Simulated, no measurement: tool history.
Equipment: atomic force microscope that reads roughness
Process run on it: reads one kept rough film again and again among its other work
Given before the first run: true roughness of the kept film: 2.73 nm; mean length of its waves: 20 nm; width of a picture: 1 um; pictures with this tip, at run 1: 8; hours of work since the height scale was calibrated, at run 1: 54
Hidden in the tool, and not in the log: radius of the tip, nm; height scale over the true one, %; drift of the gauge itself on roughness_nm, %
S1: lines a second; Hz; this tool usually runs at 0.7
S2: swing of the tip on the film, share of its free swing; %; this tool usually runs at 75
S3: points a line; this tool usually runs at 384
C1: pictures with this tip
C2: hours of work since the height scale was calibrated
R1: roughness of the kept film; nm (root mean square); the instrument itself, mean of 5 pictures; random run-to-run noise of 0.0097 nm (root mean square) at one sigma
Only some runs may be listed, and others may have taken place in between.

run   hour     S1  S2   S3   C1   C2     R1
  1      0    0.7  75  384    8   54  2.116
  2    7.6    0.7  75  384   20   58   2.01
  3   13.1    0.7  75  384   28   60  1.957
  4   21.8  1.384  75  384   42   64  1.824
  5   28.2  1.384  75  384   51   67  1.764
  6   32.7    0.7  75  384   58   69   1.77
  7   38.6    0.7  75  384   67   71   1.71
  8   47.8    0.7  75  384   81   75  1.619
  9   52.2    0.7  75  384   88   77  1.587
 10   56.9    0.7  75  384   95   79  1.564
 11   66.3    0.7  75  384  110   84   1.48
      68.8  -- new tip fitted
 12   72.7    0.7  75  384    6   86   2.13
 13   80.2    0.7  75  384   17   90  2.032
 14     89    0.7  75  384   31   93  1.943
 15   96.4    0.7  75  384   42   97   1.85
 16  103.6    0.7  68  384   53  100  1.799
 17  114.1    0.7  68  384   69  105  1.712
 18  121.6    0.7  68  384   81  108   1.63
 19  127.9    0.7  68  384   90  111  1.581
 20  134.6    0.7  75  384  101  114  1.519
     142.6  -- new tip fitted
 21    143  0.503  75  384    1  117  2.182
 22    149  0.503  75  384   10  120  2.102
 23  154.3  0.503  75  384   18  122  2.046
 24  161.6  2.677  88  741   29  125  1.697
 25  170.2  0.785  59  486   43  129  1.892
 26  180.3  0.785  59  486   58  134  1.801
 27  190.6  2.051  69  299   74  138  1.612
 28  200.7   0.55  67  554   89  143  1.612
     202.2  -- height scale calibrated on a step standard
 29  209.8  2.255  77  985  102    3  1.452
     217.2  -- new tip fitted
 30  218.3  3.955  80  384    2    7  1.871
     224.1  -- height scale calibrated on a step standard, once more
 31  224.7   0.74  75  455   10    0  2.105
 32  231.5  3.179  75  384   21    3  1.844
 33  237.2  3.179  75  384   30    6   1.78
 34  243.4   0.54  55  819   39    9  1.915
 35  250.2  2.444  60  488   49   12  1.803
 36  257.7  2.444  60  488   61   15  1.746
 37  267.1  1.683  82  868   75   19  1.589
 38  277.2    0.7  75  519   91   23  1.597
 39  282.7  1.991  75  794   99   26  1.483
     291.5  -- new tip fitted
 40  291.9    0.7  56  384    1   30  2.212
 41    298  1.945  70  829   10   32  2.083
 42  305.1  1.226  89  535   21   36  1.922
 43  315.2  0.737  86  277   36   40  1.829
 44  324.7  0.737  86  277   51   44  1.751
 45  332.7  1.463  86  366   63   48   1.62
 46  338.4  1.463  86  366   72   50  1.582

For some of the steps in R1 from one run to the next: how much would appear even if the tool had no hidden state, given the settings, what came in and random variation, and how much remains for the hidden state plus any gauge scatter that the measured result and the result without hidden state don't share?
Run 11 -> 12: new tip fitted. R1 +0.65 nm (root mean square): hidden state +0.644, all else +0.006.
Run 20 -> 21: S1 0.7 -> 0.503, new tip fitted. R1 +0.663 nm (root mean square): hidden state +0.643, all else +0.02.
Run 29 -> 30: S1 2.255 -> 3.955, S2 77 -> 80, S3 985 -> 384, new tip fitted. R1 +0.419 nm (root mean square): hidden state +0.62, all else -0.201.
Run 39 -> 40: S1 1.991 -> 0.7, S2 75 -> 56, S3 794 -> 384, new tip fitted. R1 +0.729 nm (root mean square): hidden state +0.611, all else +0.118.
